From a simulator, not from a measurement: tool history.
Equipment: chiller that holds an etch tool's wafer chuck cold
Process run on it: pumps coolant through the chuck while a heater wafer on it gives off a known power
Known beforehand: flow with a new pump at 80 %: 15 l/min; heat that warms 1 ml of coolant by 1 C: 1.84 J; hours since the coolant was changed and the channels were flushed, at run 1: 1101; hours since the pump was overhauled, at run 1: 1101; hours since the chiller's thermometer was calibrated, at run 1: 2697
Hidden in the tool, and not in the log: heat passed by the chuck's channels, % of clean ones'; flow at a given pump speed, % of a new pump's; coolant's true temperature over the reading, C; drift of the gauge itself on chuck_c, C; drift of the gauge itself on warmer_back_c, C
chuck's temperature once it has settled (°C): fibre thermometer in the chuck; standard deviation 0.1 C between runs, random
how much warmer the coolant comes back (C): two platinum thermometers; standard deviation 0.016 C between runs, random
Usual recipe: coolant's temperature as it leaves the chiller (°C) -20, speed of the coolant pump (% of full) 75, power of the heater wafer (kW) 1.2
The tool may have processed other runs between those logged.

| run | hour | coolant's temperature as it leaves the chiller (°C) | speed of the coolant pump (% of full) | power of the heater wafer (kW) | hours since the coolant was changed and the channels were flushed | hours since the pump was overhauled | hours since the chiller's thermometer was calibrated | chuck's temperature once it has settled (°C) | how much warmer the coolant comes back (C) |
|---|---|---|---|---|---|---|---|---|---|
| 1 | 0 | -20 | 75 | 1.2 | 1101 | 1101 | 2697 | -5.9 | 2.77 |
| 2 | 50.3 | -20 | 75 | 0.954 | 1151 | 1151 | 2748 | -8.8 | 2.23 |
| 3 | 116.3 | -15 | 75 | 0.954 | 1217 | 1217 | 2814 | -3.6 | 2.22 |
| 4 | 201.9 | -20 | 86 | 1.2 | 1303 | 1303 | 2899 | -7.6 | 2.39 |
| 5 | 258.9 | -20 | 86 | 1.2 | 1360 | 1360 | 2956 | -7.6 | 2.41 |
| 6 | 306.3 | -20 | 86 | 1.2 | 1407 | 1407 | 3004 | -7.7 | 2.4 |
| 7 | 381.2 | -20 | 75 | 1.028 | 1482 | 1482 | 3079 | -7.8 | 2.38 |
| 8 | 449.6 | -20 | 75 | 1.028 | 1551 | 1551 | 3147 | -7.8 | 2.39 |
| 9 | 530.6 | -20 | 75 | 1.386 | 1632 | 1632 | 3228 | -3.6 | 3.23 |
| 10 | 573.9 | -20 | 75 | 1.386 | 1675 | 1675 | 3271 | -3.8 | 3.21 |
| 11 | 669.8 | -20 | 75 | 1.386 | 1771 | 1771 | 3367 | -3.7 | 3.21 |
| 12 | 715.1 | -20 | 75 | 1.386 | 1816 | 1816 | 3413 | -3.7 | 3.21 |
| 13 | 765.9 | -20 | 75 | 1.386 | 1867 | 1867 | 3463 | -3.7 | 3.21 |
| 14 | 819.8 | -20 | 75 | 1.386 | 1921 | 1921 | 3517 | -3.6 | 3.2 |
| 15 | 916.1 | -20 | 75 | 1.386 | 2017 | 2017 | 3614 | -3.6 | 3.21 |
| 16 | 995.2 | -20 | 75 | 1.386 | 2096 | 2096 | 3693 | -3.7 | 3.22 |
| 17 | 1062 | -20 | 75 | 1.386 | 2163 | 2163 | 3759 | -3.6 | 3.21 |
| 18 | 1130 | -10 | 66 | 0.663 | 2231 | 2231 | 3827 | -1.2 | 1.76 |
| 19 | 1188.3 | -12 | 61 | 1.237 | 2289 | 2289 | 3886 | 5.6 | 3.54 |
|  | 1197.6 | chiller's thermometer calibrated |
| 20 | 1271.9 | -20 | 75 | 0.756 | 2372 | 2372 | 74 | -11.1 | 1.75 |
| 21 | 1366.2 | -17 | 94 | 1.005 | 2466 | 2466 | 169 | -7.5 | 1.84 |
| 22 | 1461.9 | -17 | 94 | 1.005 | 2562 | 2562 | 264 | -7.4 | 1.87 |
| 23 | 1549.1 | -17 | 94 | 1.005 | 2649 | 2649 | 351 | -7.5 | 1.83 |
| 24 | 1609 | -13 | 87 | 1.298 | 2709 | 2709 | 411 | 0.4 | 2.56 |
| 25 | 1660.1 | -13 | 87 | 1.298 | 2760 | 2760 | 462 | 0.1 | 2.57 |
| 26 | 1711.9 | -17 | 70 | 1.213 | 2812 | 2812 | 514 | -1.6 | 3.04 |
| 27 | 1800.2 | -22 | 69 | 1.213 | 2900 | 2900 | 603 | -6.6 | 3.07 |
| 28 | 1887.8 | -13 | 77 | 0.977 | 2988 | 2988 | 690 | -1.7 | 2.19 |
| 29 | 1927.1 | -20 | 72 | 0.834 | 3027 | 3027 | 729 | -9.9 | 2.03 |
| 30 | 2009.5 | -20 | 67 | 1.335 | 3110 | 3110 | 812 | -2.5 | 3.52 |
| 31 | 2064.1 | -20 | 67 | 1.335 | 3164 | 3164 | 866 | -2.7 | 3.47 |
| 32 | 2153 | -12 | 66 | 1.164 | 3253 | 3253 | 955 | 3.4 | 3.08 |
| 33 | 2236.9 | -12 | 66 | 1.164 | 3337 | 3337 | 1039 | 3.4 | 3.08 |

Forecast each of these 3 alternatives for the next run:
| A | 2303.1 | -12 | 84 | 1.164 | 3403 | 3403 | 1105 | ? | ? |
| B | 2303.1 | -24 | 79 | 0.976 | 3403 | 3403 | 1105 | ? | ? |
| C | 2303.1 | -12 | 84 | 0.775 | 3403 | 3403 | 1105 | ? | ? |

| run | chuck's temperature once it has settled (°C) | how much warmer the coolant comes back (C) |
|---|---|---|
| A | 0.2 | 2.4 |
| B | -13.1 | 2.15 |
| C | -3.9 | 1.6 |
Without the tool's unlogged condition, the same runs would have read:
| run | chuck's temperature once it has settled (°C) | how much warmer the coolant comes back (C) |
|---|---|---|
| A | 0.2 | 2.4 |
| B | -13.1 | 2.14 |
| C | -3.9 | 1.6 |
